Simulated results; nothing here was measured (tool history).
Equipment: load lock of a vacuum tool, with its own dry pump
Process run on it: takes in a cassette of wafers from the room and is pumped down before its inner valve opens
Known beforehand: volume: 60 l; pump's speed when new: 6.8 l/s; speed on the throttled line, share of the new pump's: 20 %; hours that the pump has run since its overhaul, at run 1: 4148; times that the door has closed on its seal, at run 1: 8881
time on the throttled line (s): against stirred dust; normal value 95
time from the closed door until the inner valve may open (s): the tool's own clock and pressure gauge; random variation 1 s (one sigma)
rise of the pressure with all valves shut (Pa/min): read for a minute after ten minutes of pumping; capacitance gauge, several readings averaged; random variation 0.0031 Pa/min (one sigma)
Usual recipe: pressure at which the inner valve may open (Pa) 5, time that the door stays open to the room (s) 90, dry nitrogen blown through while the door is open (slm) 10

run    hour  time on the throttled line (s)  pressure at which the inner valve may open (Pa)  time that the door stays open to the room (s)  dry nitrogen blown through while the door is open (slm)  hours that the pump has run since its overhaul  times that the door has closed on its seal  incoming humidity of the room's air, %  time from the closed door until the inner valve may open (s)  rise of the pressure with all valves shut (Pa/min)
  1       0                              95                                                5                                             90                                                       10                                            4148                                        8881                                    40.4                                                         163.7                                               0.047
  2     435                              95                                                5                                             90                                                       10                                            4583                                        9422                                    42.9                                                         164.7                                               0.051
  3   856.2                              95                                                5                                             90                                                       10                                            5004                                        9946                                    43.7                                                         164.3                                               0.053
  4  1263.2                              95                                                6                                             90                                                       10                                            5411                                       10452                                    45.2                                                         162.7                                               0.053
  5  1607.1                              95                                                6                                             90                                                       10                                            5755                                       10880                                    43.1                                                         161.6                                               0.053
  6  1874.9                              95                                                5                                             90                                                       10                                            6023                                       11213                                      44                                                           166                                               0.055
  7  2377.9                              95                                                5                                             38                                                       22                                            6526                                       11839                                    43.8                                                         163.8                                               0.023
  8    2886                              62                                                5                                             47                                                       22                                            7034                                       12471                                    45.2                                                         137.2                                               0.023
  9  3191.3                              55                                                5                                            110                                                        6                                            7339                                       12850                                    47.3                                                         131.7                                               0.076
 10  3537.5                              98                                                5                                             36                                                       13                                            7685                                       13281                                    44.5                                                         165.9                                               0.029
 11  4023.1                             179                                                5                                            176                                                       16                                            8171                                       13885                                    46.4                                                         229.9                                               0.076
 12  4404.2                             120                                                7                                             72                                                       10                                            8552                                       14359                                    42.5                                                         179.2                                               0.046

Each row is a separate what-if for the run after 12, all from the same tool condition, not one after another. Results?
  A  4735.4                              95                                                5                                             90                                                       10                                            8883                                       14770                                    46.3                                                             ?                                                   ?
  B  4735.4                              95                                                5                                             61                                                       10                                            8883                                       14770                                    45.7                                                             ?                                                   ?
  C  4735.4                              95                                                5                                             90                                                       27                                            8883                                       14770                                    41.9                                                             ?                                                   ?
  D  4735.4                              95                                                4                                             42                                                       13                                            8883                                       14770                                    43.1                                                             ?                                                   ?
  E  4735.4                             120                                                6                                             52                                                       10                                            8883                                       14770                                    43.3                                                             ?                                                   ?

run  time from the closed door until the inner valve may open (s)  rise of the pressure with all valves shut (Pa/min)
  A                                                         163.8                                               0.066
  B                                                         164.9                                                0.04
  C                                                         164.4                                               0.036
  D                                                         165.8                                               0.028
  E                                                           183                                               0.037
The same runs, with their run-to-run variation unchanged, on a tool lacking any hidden condition would have given:
run  time from the closed door until the inner valve may open (s)  rise of the pressure with all valves shut (Pa/min)
  A                                                         163.8                                               0.066
  B                                                         164.9                                                0.04
  C                                                         164.3                                               0.036
  D                                                         165.8                                               0.028
  E                                                           183                                               0.037
